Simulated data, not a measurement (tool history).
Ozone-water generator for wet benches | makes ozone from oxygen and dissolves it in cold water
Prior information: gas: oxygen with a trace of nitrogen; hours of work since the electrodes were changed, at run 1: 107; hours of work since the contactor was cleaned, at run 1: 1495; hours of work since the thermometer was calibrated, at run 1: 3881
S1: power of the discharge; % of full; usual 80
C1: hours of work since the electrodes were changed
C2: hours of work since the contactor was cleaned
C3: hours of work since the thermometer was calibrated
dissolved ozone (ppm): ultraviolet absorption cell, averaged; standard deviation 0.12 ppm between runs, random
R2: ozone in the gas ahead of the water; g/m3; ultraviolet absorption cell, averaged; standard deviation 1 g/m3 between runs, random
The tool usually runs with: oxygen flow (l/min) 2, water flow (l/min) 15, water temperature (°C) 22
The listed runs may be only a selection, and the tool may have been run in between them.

{"run": 1, "hour": 0.0, "S1": 80, "oxygen flow (l/min)": 2, "water flow (l/min)": 15, "water temperature (°C)": 22, "C1": 107, "C2": 1495, "C3": 3881, "dissolved ozone (ppm)": 10.2, "R2": 178.3}
{"run": 2, "hour": 18.3, "S1": 80, "oxygen flow (l/min)": 2, "water flow (l/min)": 15, "water temperature (°C)": 14, "C1": 123, "C2": 1511, "C3": 3896, "dissolved ozone (ppm)": 10.8, "R2": 176.1}
{"run": 3, "hour": 50.7, "S1": 80, "oxygen flow (l/min)": 2, "water flow (l/min)": 15, "water temperature (°C)": 22, "C1": 150, "C2": 1538, "C3": 3924, "dissolved ozone (ppm)": 10.2, "R2": 181.3}
{"run": 4, "hour": 73.5, "S1": 80, "oxygen flow (l/min)": 2, "water flow (l/min)": 15, "water temperature (°C)": 22, "C1": 169, "C2": 1558, "C3": 3943, "dissolved ozone (ppm)": 10.3, "R2": 178.4}
{"run": 5, "hour": 105.0, "S1": 80, "oxygen flow (l/min)": 2, "water flow (l/min)": 15, "water temperature (°C)": 22, "C1": 196, "C2": 1584, "C3": 3970, "dissolved ozone (ppm)": 10.1, "R2": 177.3}
{"run": 6, "hour": 137.5, "S1": 80, "oxygen flow (l/min)": 2, "water flow (l/min)": 15, "water temperature (°C)": 22, "C1": 224, "C2": 1612, "C3": 3997, "dissolved ozone (ppm)": 10.1, "R2": 180}
{"run": 7, "hour": 154.9, "S1": 80, "oxygen flow (l/min)": 2, "water flow (l/min)": 15, "water temperature (°C)": 22, "C1": 238, "C2": 1627, "C3": 4012, "dissolved ozone (ppm)": 10.1, "R2": 178.4}
{"run": 8, "hour": 182.9, "S1": 80, "oxygen flow (l/min)": 2, "water flow (l/min)": 15, "water temperature (°C)": 22, "C1": 262, "C2": 1650, "C3": 4036, "dissolved ozone (ppm)": 10.1, "R2": 177.4}
{"run": 9, "hour": 215.6, "S1": 80, "oxygen flow (l/min)": 2, "water flow (l/min)": 15, "water temperature (°C)": 22, "C1": 290, "C2": 1678, "C3": 4063, "dissolved ozone (ppm)": 10.3, "R2": 178.5}
{"run": 10, "hour": 231.7, "S1": 80, "oxygen flow (l/min)": 2, "water flow (l/min)": 15, "water temperature (°C)": 22, "C1": 304, "C2": 1692, "C3": 4077, "dissolved ozone (ppm)": 10, "R2": 176.7}
{"run": 11, "hour": 262.3, "S1": 80, "oxygen flow (l/min)": 2, "water flow (l/min)": 15, "water temperature (°C)": 22, "C1": 329, "C2": 1718, "C3": 4103, "dissolved ozone (ppm)": 10.2, "R2": 178.7}
{"run": 12, "hour": 290.1, "S1": 80, "oxygen flow (l/min)": 2, "water flow (l/min)": 15, "water temperature (°C)": 22, "C1": 353, "C2": 1741, "C3": 4127, "dissolved ozone (ppm)": 10.2, "R2": 180.4}
{"run": 13, "hour": 307.2, "S1": 80, "oxygen flow (l/min)": 2, "water flow (l/min)": 15, "water temperature (°C)": 22, "C1": 368, "C2": 1756, "C3": 4141, "dissolved ozone (ppm)": 10.1, "R2": 181}
{"run": 14, "hour": 339.2, "S1": 80, "oxygen flow (l/min)": 2, "water flow (l/min)": 15, "water temperature (°C)": 22, "C1": 395, "C2": 1783, "C3": 4168, "dissolved ozone (ppm)": 10.1, "R2": 177.9}
{"run": 15, "hour": 359.5, "S1": 80, "oxygen flow (l/min)": 2, "water flow (l/min)": 15, "water temperature (°C)": 22, "C1": 412, "C2": 1800, "C3": 4185, "dissolved ozone (ppm)": 9.9, "R2": 178.3}
{"run": 16, "hour": 376.5, "S1": 80, "oxygen flow (l/min)": 2, "water flow (l/min)": 19, "water temperature (°C)": 22, "C1": 426, "C2": 1815, "C3": 4200, "dissolved ozone (ppm)": 8.1, "R2": 177.8}
{"run": 17, "hour": 408.5, "S1": 80, "oxygen flow (l/min)": 1.67, "water flow (l/min)": 19, "water temperature (°C)": 22, "C1": 453, "C2": 1842, "C3": 4227, "dissolved ozone (ppm)": 7.6, "R2": 193.5}
{"run": 18, "hour": 439.7, "S1": 80, "oxygen flow (l/min)": 1.67, "water flow (l/min)": 19, "water temperature (°C)": 22, "C1": 480, "C2": 1868, "C3": 4254, "dissolved ozone (ppm)": 7.7, "R2": 192.3}
{"run": 19, "hour": 453.5, "S1": 70, "oxygen flow (l/min)": 2, "water flow (l/min)": 15, "water temperature (°C)": 15, "C1": 492, "C2": 1880, "C3": 4265, "dissolved ozone (ppm)": 10.2, "R2": 166.7}
{"run": 20, "hour": 476.2, "S1": 80, "oxygen flow (l/min)": 2.29, "water flow (l/min)": 19, "water temperature (°C)": 25, "C1": 511, "C2": 1899, "C3": 4284, "dissolved ozone (ppm)": 8.2, "R2": 166.5}
{"run": 21, "hour": 503.2, "S1": 63, "oxygen flow (l/min)": 2, "water flow (l/min)": 19, "water temperature (°C)": 22, "C1": 534, "C2": 1922, "C3": 4307, "dissolved ozone (ppm)": 7.2, "R2": 158.6}
{"run": 22, "hour": 524.7, "S1": 63, "oxygen flow (l/min)": 2, "water flow (l/min)": 19, "water temperature (°C)": 22, "C1": 552, "C2": 1940, "C3": 4326, "dissolved ozone (ppm)": 7.2, "R2": 157.9}
{"run": 23, "hour": 556.6, "S1": 63, "oxygen flow (l/min)": 3.35, "water flow (l/min)": 18, "water temperature (°C)": 22, "C1": 579, "C2": 1967, "C3": 4353, "dissolved ozone (ppm)": 8.5, "R2": 125.8}
{"run": 24, "hour": 572.3, "S1": 63, "oxygen flow (l/min)": 3.35, "water flow (l/min)": 18, "water temperature (°C)": 22, "C1": 592, "C2": 1981, "C3": 4366, "dissolved ozone (ppm)": 8.4, "R2": 124.8}
{"run": 25, "hour": 595.5, "S1": 52, "oxygen flow (l/min)": 2.5, "water flow (l/min)": 12, "water temperature (°C)": 18, "C1": 612, "C2": 2000, "C3": 4386, "dissolved ozone (ppm)": 10.7, "R2": 129.3}
{"run": 26, "hour": 624.0, "S1": 58, "oxygen flow (l/min)": 1.25, "water flow (l/min)": 16, "water temperature (°C)": 26, "C1": 636, "C2": 2024, "C3": 4410, "dissolved ozone (ppm)": 6.8, "R2": 186.1}
{"run": 27, "hour": 638.4, "S1": 99, "oxygen flow (l/min)": 1.42, "water flow (l/min)": 16, "water temperature (°C)": 20, "C1": 648, "C2": 2037, "C3": 4422, "dissolved ozone (ppm)": 10.1, "R2": 231.9}
{"run": 28, "hour": 669.0, "S1": 54, "oxygen flow (l/min)": 1.42, "water flow (l/min)": 12, "water temperature (°C)": 20, "C1": 674, "C2": 2062, "C3": 4448, "dissolved ozone (ppm)": 9.4, "R2": 168.9}
{"run": 29, "hour": 685.1, "S1": 80, "oxygen flow (l/min)": 3.5, "water flow (l/min)": 20, "water temperature (°C)": 22, "C1": 688, "C2": 2076, "C3": 4461, "dissolved ozone (ppm)": 8.8, "R2": 140.3}
{"run": 30, "hour": 717.7, "S1": 42, "oxygen flow (l/min)": 1.14, "water flow (l/min)": 15, "water temperature (°C)": 22, "C1": 716, "C2": 2104, "C3": 4489, "dissolved ozone (ppm)": 6, "R2": 162.2}
{"run": 31, "hour": 741.5, "S1": 80, "oxygen flow (l/min)": 2, "water flow (l/min)": 11, "water temperature (°C)": 22, "C1": 736, "C2": 2124, "C3": 4509, "dissolved ozone (ppm)": 13.4, "R2": 177.6}
{"run": 32, "hour": 770.2, "S1": 80, "oxygen flow (l/min)": 2, "water flow (l/min)": 11, "water temperature (°C)": 22, "C1": 760, "C2": 2148, "C3": 4534, "dissolved ozone (ppm)": 13.4, "R2": 178.7}

What if the next run were any one of these 3? Each begins from the tool's condition after run 32:
{"run": "A", "hour": 792.5, "S1": 80, "oxygen flow (l/min)": 1.7, "water flow (l/min)": 17, "water temperature (°C)": 22, "C1": 779, "C2": 2167, "C3": 4553, "dissolved ozone (ppm)": "?", "R2": "?"}
{"run": "B", "hour": 792.5, "S1": 78, "oxygen flow (l/min)": 2, "water flow (l/min)": 22, "water temperature (°C)": 22, "C1": 779, "C2": 2167, "C3": 4553, "dissolved ozone (ppm)": "?", "R2": "?"}
{"run": "C", "hour": 792.5, "S1": 61, "oxygen flow (l/min)": 2, "water flow (l/min)": 14, "water temperature (°C)": 22, "C1": 779, "C2": 2167, "C3": 4553, "dissolved ozone (ppm)": "?", "R2": "?"}

run=A dissolved_ozone_(ppm)=8.3 R2=193
run=B dissolved_ozone_(ppm)=7 R2=176.1
run=C dissolved_ozone_(ppm)=9.6 R2=155.5
Without the tool's hidden state the same runs would have given:
run=A dissolved_ozone_(ppm)=8.3 R2=193.1
run=B dissolved_ozone_(ppm)=7 R2=176.1
run=C dissolved_ozone_(ppm)=9.6 R2=155.5

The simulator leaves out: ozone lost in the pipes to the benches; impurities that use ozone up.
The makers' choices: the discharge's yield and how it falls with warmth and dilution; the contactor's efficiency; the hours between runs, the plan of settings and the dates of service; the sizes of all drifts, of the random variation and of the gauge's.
